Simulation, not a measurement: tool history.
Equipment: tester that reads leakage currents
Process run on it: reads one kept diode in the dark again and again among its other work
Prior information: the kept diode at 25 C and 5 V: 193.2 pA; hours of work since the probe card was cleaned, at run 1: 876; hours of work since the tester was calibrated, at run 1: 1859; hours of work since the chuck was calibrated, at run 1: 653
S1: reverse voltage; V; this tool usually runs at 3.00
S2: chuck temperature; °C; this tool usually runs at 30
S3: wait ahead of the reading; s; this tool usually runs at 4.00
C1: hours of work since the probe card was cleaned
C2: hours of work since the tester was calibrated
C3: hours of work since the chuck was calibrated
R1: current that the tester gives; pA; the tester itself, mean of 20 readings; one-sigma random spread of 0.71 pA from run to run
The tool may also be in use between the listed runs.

{"run": 1, "day": 0.0, "S1": 3.0, "S2": 30, "S3": 4.0, "C1": 876, "C2": 1859, "C3": 653, "R1": 249.25}
{"run": 2, "day": 1.958, "S1": 3.0, "S2": 30, "S3": 4.0, "C1": 911, "C2": 1894, "C3": 688, "R1": 251.62}
{"run": 3, "day": 3.454, "S1": 3.0, "S2": 41, "S3": 4.0, "C1": 937, "C2": 1920, "C3": 714, "R1": 631.03}
{"run": 4, "day": 4.821, "S1": 3.0, "S2": 41, "S3": 4.0, "C1": 961, "C2": 1944, "C3": 738, "R1": 629.34}
{"run": 5, "day": 5.992, "S1": 3.0, "S2": 30, "S3": 4.0, "C1": 982, "C2": 1964, "C3": 759, "R1": 252.16}
{"run": 6, "day": 7.112, "S1": 3.0, "S2": 30, "S3": 4.0, "C1": 1001, "C2": 1984, "C3": 778, "R1": 252.69}
{"run": 7, "day": 8.704, "S1": 3.0, "S2": 30, "S3": 4.0, "C1": 1029, "C2": 2012, "C3": 806, "R1": 253.6}
{"run": 8, "day": 10.017, "S1": 1.63, "S2": 30, "S3": 4.0, "C1": 1052, "C2": 2035, "C3": 829, "R1": 189.46}
{"run": 9, "day": 11.938, "S1": 1.63, "S2": 30, "S3": 4.0, "C1": 1086, "C2": 2069, "C3": 863, "R1": 189.38}
{"run": 10, "day": 13.825, "S1": 10.81, "S2": 52, "S3": 0.5, "C1": 1119, "C2": 2102, "C3": 896, "R1": 2810.83}
{"run": 11, "day": 15.454, "S1": 10.81, "S2": 52, "S3": 0.5, "C1": 1148, "C2": 2131, "C3": 925, "R1": 2828.4}
{"run": 12, "day": 16.979, "S1": 7.7, "S2": 43, "S3": 4.0, "C1": 1175, "C2": 2157, "C3": 952, "R1": 1198.19}
{"run": 13, "day": 18.2, "S1": 13.52, "S2": 36, "S3": 0.63, "C1": 1196, "C2": 2179, "C3": 973, "R1": 899.27}
{"run": 14, "day": 20.454, "S1": 2.94, "S2": 36, "S3": 3.7, "C1": 1236, "C2": 2219, "C3": 1013, "R1": 427.9}
{"run": 15, "day": 22.121, "S1": 2.48, "S2": 39, "S3": 3.7, "C1": 1265, "C2": 2248, "C3": 1042, "R1": 503.22}
{"run": 16, "day": 24.362, "S1": 3.0, "S2": 21, "S3": 4.0, "C1": 1304, "C2": 2287, "C3": 1081, "R1": 118.3}

Here are 3 independent what-if runs from the current tool condition. What would each one return?
{"day": 25.296, "done": "tester calibrated"}
{"run": "A", "day": 25.8, "S1": 2.02, "S2": 21, "S3": 3.53, "C1": 1328, "C2": 9, "C3": 1105, "R1": "?"}
{"day": 25.296, "done": "tester calibrated"}
{"run": "B", "day": 25.8, "S1": 15.38, "S2": 23, "S3": 3.1, "C1": 1328, "C2": 9, "C3": 1105, "R1": "?"}
{"day": 25.296, "done": "tester calibrated"}
{"run": "C", "day": 25.8, "S1": 17.46, "S2": 30, "S3": 0.8, "C1": 1328, "C2": 9, "C3": 1105, "R1": "?"}

run=A R1=100.36
run=B R1=329.77
run=C R1=644.40
With no hidden state in the tool, these same runs would have given:
run=A R1=86.39
run=B R1=279.63
run=C R1=557.32
